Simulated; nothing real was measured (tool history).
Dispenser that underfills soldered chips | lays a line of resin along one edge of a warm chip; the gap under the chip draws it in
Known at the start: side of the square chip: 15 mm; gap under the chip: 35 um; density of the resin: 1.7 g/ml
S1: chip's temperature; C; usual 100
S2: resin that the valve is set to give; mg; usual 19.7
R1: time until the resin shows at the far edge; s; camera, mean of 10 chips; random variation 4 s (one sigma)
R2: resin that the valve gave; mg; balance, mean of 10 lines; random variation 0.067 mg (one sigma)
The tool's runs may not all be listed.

run 1 hour=0 | S1=100 S2=19.7 | R1=581.5 R2=19.36
-- hour=3.6 new syringe of resin
run 2 hour=3.6 | S1=100 S2=19.7 | R1=399.4 R2=19.43
run 3 hour=9.8 | S1=100 S2=19.7 | R1=535.5 R2=19.32
-- hour=15.3 new syringe of resin
run 4 hour=16.1 | S1=100 S2=24.1 | R1=406.9 R2=23.7
run 5 hour=22.6 | S1=100 S2=24.1 | R1=545.7 R2=23.53
-- hour=27.3 new syringe of resin
run 6 hour=27.3 | S1=100 S2=24.1 | R1=393.7 R2=23.47
run 7 hour=30.2 | S1=88 S2=19.7 | R1=786.1 R2=19.3
run 8 hour=33.2 | S1=88 S2=19.7 | R1=898.9 R2=19.18
run 9 hour=35.9 | S1=88 S2=19.7 | R1=1043.6 R2=19.19
-- hour=39.1 new syringe of resin
run 10 hour=40.7 | S1=100 S2=19.7 | R1=447.6 R2=19.15
-- hour=44.3 dispensing valve cleaned and set on the balance
run 11 hour=45.5 | S1=100 S2=19.7 | R1=527 R2=19.72
-- hour=51.8 new syringe of resin
run 12 hour=52.1 | S1=100 S2=19.7 | R1=410.3 R2=19.74
run 13 hour=57.9 | S1=100 S2=19.7 | R1=535 R2=19.61
run 14 hour=61.8 | S1=100 S2=19.7 | R1=642.3 R2=19.55
-- hour=63.6 new syringe of resin
run 15 hour=64.9 | S1=112 S2=19.7 | R1=258.4 R2=19.67
run 16 hour=71.2 | S1=105 S2=21.1 | R1=457.6 R2=20.87
-- hour=75.4 new syringe of resin
run 17 hour=76.2 | S1=107 S2=16.7 | R1=334 R2=16.64
run 18 hour=82.2 | S1=91 S2=23.8 | R1=821.4 R2=23.46
-- hour=87.1 new syringe of resin
run 19 hour=87.3 | S1=110 S2=20.8 | R1=263.8 R2=20.53
run 20 hour=92.6 | S1=110 S2=20.8 | R1=338.6 R2=20.52
run 21 hour=97 | S1=112 S2=19.7 | R1=390 R2=19.43
-- hour=99.2 new syringe of resin
run 22 hour=100 | S1=108 S2=19.1 | R1=309.5 R2=18.8
run 23 hour=104.1 | S1=93 S2=17.8 | R1=713.3 R2=17.54
run 24 hour=107.2 | S1=94 S2=20.9 | R1=761.8 R2=20.58
-- hour=111.2 new syringe of resin
run 25 hour=111.2 | S1=114 S2=20.2 | R1=229 R2=19.76
run 26 hour=114.4 | S1=114 S2=20.2 | R1=264 R2=19.71
run 27 hour=117.8 | S1=114 S2=20.2 | R1=311.7 R2=19.69
-- hour=122.7 dispensing valve cleaned and set on the balance
run 28 hour=122.9 | S1=87 S2=24.4 | R1=1225.8 R2=24.22
-- hour=123.9 new syringe of resin
run 29 hour=128.7 | S1=92 S2=19 | R1=732.7 R2=18.82
run 30 hour=131.9 | S1=110 S2=25.2 | R1=377 R2=24.96

The same runs without the tool's hidden state, with the same run-to-run variation:
The hidden state here: resin's viscosity, % of fresh resin's; dose that the valve gives, % of what is set; true chip temperature over the reading, C; drift of the gauge itself on fill_s, %; drift of the gauge itself on given_mg, %.
run=1 R1=393.5 R2=19.64
run=2 R1=391.4 R2=19.74
run=3 R1=393.9 R2=19.67
run=4 R1=388.7 R2=24.18
run=5 R1=386.6 R2=24.06
run=6 R1=387.3 R2=24.04
run=7 R1=674.1 R2=19.78
run=8 R1=671.3 R2=19.69
run=9 R1=687.5 R2=19.72
run=10 R1=397.8 R2=19.72
run=11 R1=395 R2=19.69
run=12 R1=399.2 R2=19.75
run=13 R1=398.3 R2=19.66
run=14 R1=399.6 R2=19.63
run=15 R1=240.3 R2=19.77
run=16 R1=318.3 R2=21.02
run=17 R1=311.8 R2=16.79
run=18 R1=581 R2=23.73
run=19 R1=255.3 R2=20.8
run=20 R1=256.4 R2=20.83
run=21 R1=240.9 R2=19.76
run=22 R1=290.2 R2=19.13
run=23 R1=551.6 R2=17.87
run=24 R1=510.5 R2=21
run=25 R1=217.2 R2=20.18
run=26 R1=216.5 R2=20.16
run=27 R1=218.5 R2=20.16
run=28 R1=709 R2=24.3
run=29 R1=568.5 R2=18.93
run=30 R1=253.2 R2=25.13
